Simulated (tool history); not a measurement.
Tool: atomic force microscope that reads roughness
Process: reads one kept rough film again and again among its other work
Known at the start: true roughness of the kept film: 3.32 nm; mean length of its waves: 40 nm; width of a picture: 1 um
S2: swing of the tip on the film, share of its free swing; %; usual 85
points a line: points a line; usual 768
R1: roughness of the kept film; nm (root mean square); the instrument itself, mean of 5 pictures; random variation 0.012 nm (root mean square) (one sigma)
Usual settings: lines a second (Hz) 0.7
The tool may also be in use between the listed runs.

{"run": 1, "hour": 0.0, "lines a second (Hz)": 0.7, "S2": 85, "points a line": 768, "R1": 2.566}
{"run": 2, "hour": 18.5, "lines a second (Hz)": 0.7, "S2": 85, "points a line": 768, "R1": 2.503}
{"run": 3, "hour": 39.8, "lines a second (Hz)": 0.7, "S2": 85, "points a line": 768, "R1": 2.442}
{"hour": 43.7, "done": "new tip fitted"}
{"run": 4, "hour": 58.9, "lines a second (Hz)": 0.7, "S2": 57, "points a line": 768, "R1": 3.002}
{"run": 5, "hour": 74.9, "lines a second (Hz)": 0.7, "S2": 57, "points a line": 768, "R1": 2.985}
{"run": 6, "hour": 88.8, "lines a second (Hz)": 0.7, "S2": 81, "points a line": 768, "R1": 2.779}
{"run": 7, "hour": 111.5, "lines a second (Hz)": 0.7, "S2": 85, "points a line": 564, "R1": 2.682}
{"run": 8, "hour": 120.9, "lines a second (Hz)": 0.7, "S2": 85, "points a line": 768, "R1": 2.675}
{"run": 9, "hour": 135.0, "lines a second (Hz)": 0.7, "S2": 85, "points a line": 823, "R1": 2.635}
{"run": 10, "hour": 148.8, "lines a second (Hz)": 0.7, "S2": 57, "points a line": 823, "R1": 2.801}
{"run": 11, "hour": 161.2, "lines a second (Hz)": 0.7, "S2": 85, "points a line": 768, "R1": 2.58}
{"run": 12, "hour": 170.6, "lines a second (Hz)": 0.7, "S2": 85, "points a line": 768, "R1": 2.56}
{"run": 13, "hour": 184.9, "lines a second (Hz)": 0.7, "S2": 85, "points a line": 768, "R1": 2.541}
{"run": 14, "hour": 202.3, "lines a second (Hz)": 0.7, "S2": 83, "points a line": 768, "R1": 2.526}
{"hour": 215.9, "done": "new tip fitted"}
{"run": 15, "hour": 215.9, "lines a second (Hz)": 0.7, "S2": 83, "points a line": 768, "R1": 2.893}
{"run": 16, "hour": 235.2, "lines a second (Hz)": 1.706, "S2": 85, "points a line": 434, "R1": 2.527}
{"run": 17, "hour": 251.2, "lines a second (Hz)": 0.7, "S2": 65, "points a line": 768, "R1": 2.944}
{"run": 18, "hour": 270.2, "lines a second (Hz)": 0.813, "S2": 56, "points a line": 768, "R1": 2.891}
{"run": 19, "hour": 290.7, "lines a second (Hz)": 0.813, "S2": 56, "points a line": 768, "R1": 2.877}
{"run": 20, "hour": 311.0, "lines a second (Hz)": 1.325, "S2": 59, "points a line": 768, "R1": 2.762}
{"run": 21, "hour": 331.1, "lines a second (Hz)": 0.919, "S2": 85, "points a line": 580, "R1": 2.538}
{"run": 22, "hour": 352.4, "lines a second (Hz)": 3.293, "S2": 81, "points a line": 299, "R1": 2.069}
{"run": 23, "hour": 369.7, "lines a second (Hz)": 0.603, "S2": 85, "points a line": 560, "R1": 2.539}

3 ways to go on from here, each from the tool as it stands after run 23. What would each give?
{"run": "A", "hour": 380.3, "lines a second (Hz)": 0.675, "S2": 85, "points a line": 768, "R1": "?"}
{"run": "B", "hour": 380.3, "lines a second (Hz)": 1.73, "S2": 60, "points a line": 768, "R1": "?"}
{"run": "C", "hour": 380.3, "lines a second (Hz)": 0.562, "S2": 85, "points a line": 331, "R1": "?"}

run=A R1=2.514
run=B R1=2.577
run=C R1=2.531
Without the tool's hidden state the same runs would have given:
run=A R1=2.908
run=B R1=2.983
run=C R1=2.929

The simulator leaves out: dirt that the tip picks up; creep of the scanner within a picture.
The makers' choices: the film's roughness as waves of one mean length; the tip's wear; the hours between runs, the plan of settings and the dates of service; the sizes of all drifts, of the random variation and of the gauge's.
